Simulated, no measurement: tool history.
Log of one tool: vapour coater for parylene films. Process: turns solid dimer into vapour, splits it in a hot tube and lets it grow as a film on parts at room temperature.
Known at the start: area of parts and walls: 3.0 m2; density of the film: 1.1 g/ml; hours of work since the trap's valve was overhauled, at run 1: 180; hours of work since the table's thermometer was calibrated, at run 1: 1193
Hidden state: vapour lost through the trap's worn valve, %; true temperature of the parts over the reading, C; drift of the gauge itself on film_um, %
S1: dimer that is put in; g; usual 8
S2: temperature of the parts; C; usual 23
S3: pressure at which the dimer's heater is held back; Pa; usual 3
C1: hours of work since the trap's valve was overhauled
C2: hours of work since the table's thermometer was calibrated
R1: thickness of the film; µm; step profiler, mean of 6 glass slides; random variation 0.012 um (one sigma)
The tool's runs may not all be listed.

| run | hour | S1 | S2 | S3 | C1 | C2 | R1 |
|---|---|---|---|---|---|---|---|
| 1 | 0 | 8 | 23 | 3 | 180 | 1193 | 1.48 |
| 2 | 22.6 | 8 | 23 | 3 | 195 | 1208 | 1.47 |
| 3 | 52.5 | 8 | 23 | 3 | 216 | 1229 | 1.47 |
|  | 60.3 | table's thermometer calibrated |
| 4 | 81.4 | 8 | 23 | 3 | 236 | 15 | 1.46 |
| 5 | 132.3 | 3 | 23 | 3 | 271 | 50 | 0.56 |
| 6 | 178.7 | 8 | 23 | 3 | 303 | 83 | 1.46 |
| 7 | 206 | 8 | 23 | 3 | 322 | 102 | 1.49 |
| 8 | 248.5 | 8 | 23 | 3 | 352 | 131 | 1.48 |
|  | 263.2 | trap's valve overhauled |
| 9 | 302.6 | 8 | 18 | 3 | 27 | 166 | 1.75 |
| 10 | 339.6 | 8 | 18 | 3 | 53 | 192 | 1.79 |
| 11 | 374.8 | 8 | 18 | 3 | 78 | 216 | 1.76 |
| 12 | 409.8 | 8 | 23 | 5.97 | 102 | 241 | 1.25 |
| 13 | 431.7 | 8 | 23 | 5.97 | 117 | 256 | 1.29 |
| 14 | 475.8 | 8 | 23 | 3 | 148 | 287 | 1.47 |
| 15 | 500.3 | 8 | 23 | 3 | 165 | 304 | 1.45 |
| 16 | 533.5 | 8 | 23 | 3 | 188 | 327 | 1.45 |
| 17 | 558.8 | 8 | 23 | 3 | 206 | 345 | 1.45 |
| 18 | 599.9 | 8 | 23 | 3 | 235 | 373 | 1.46 |
| 19 | 640.9 | 8 | 23 | 3 | 263 | 402 | 1.47 |
| 20 | 665.3 | 8 | 23 | 3 | 280 | 419 | 1.45 |
| 21 | 705.6 | 12 | 32 | 2.55 | 308 | 447 | 1.63 |
| 22 | 742.9 | 12 | 32 | 2.55 | 334 | 473 | 1.6 |
| 23 | 772 | 12 | 20 | 2.44 | 355 | 493 | 2.58 |
|  | 783.5 | trap's valve overhauled |
| 24 | 816.6 | 5 | 22 | 4.42 | 23 | 522 | 0.86 |
| 25 | 856.7 | 5 | 27 | 4.42 | 51 | 549 | 0.72 |
| 26 | 890.4 | 11 | 21 | 4.42 | 74 | 573 | 1.99 |
| 27 | 932.3 | 11 | 21 | 4.42 | 104 | 602 | 1.97 |
| 28 | 960.9 | 4 | 16 | 2.97 | 124 | 622 | 0.95 |
| 29 | 1002.2 | 5 | 22 | 3 | 152 | 651 | 0.96 |
| 30 | 1051.5 | 5 | 22 | 3 | 187 | 685 | 0.94 |
| 31 | 1088.2 | 5 | 22 | 3 | 212 | 711 | 0.95 |
| 32 | 1134.7 | 5 | 22 | 3.33 | 245 | 743 | 0.92 |
| 33 | 1162 | 11 | 17 | 6.82 | 264 | 762 | 2.09 |
| 34 | 1195.4 | 11 | 17 | 6.82 | 287 | 785 | 2.1 |
| 35 | 1244.7 | 6 | 18 | 2.59 | 321 | 820 | 1.36 |

4 ways to go on from here, each from the tool as it stands after run 35. What would each give?
| A | 1277.9 | 6 | 19 | 9.2 | 345 | 843 | ? |
| B | 1277.9 | 6 | 18 | 3.42 | 345 | 843 | ? |
| C | 1277.9 | 5 | 19 | 8.99 | 345 | 843 | ? |
| D | 1277.9 | 9 | 15 | 3 | 345 | 843 | ? |

| run | R1 |
|---|---|
| A | 0.99 |
| B | 1.27 |
| C | 0.83 |
| D | 2.19 |
Without the tool's hidden state the same runs would have given:
| run | R1 |
|---|---|
| A | 0.99 |
| B | 1.28 |
| C | 0.83 |
| D | 2.2 |
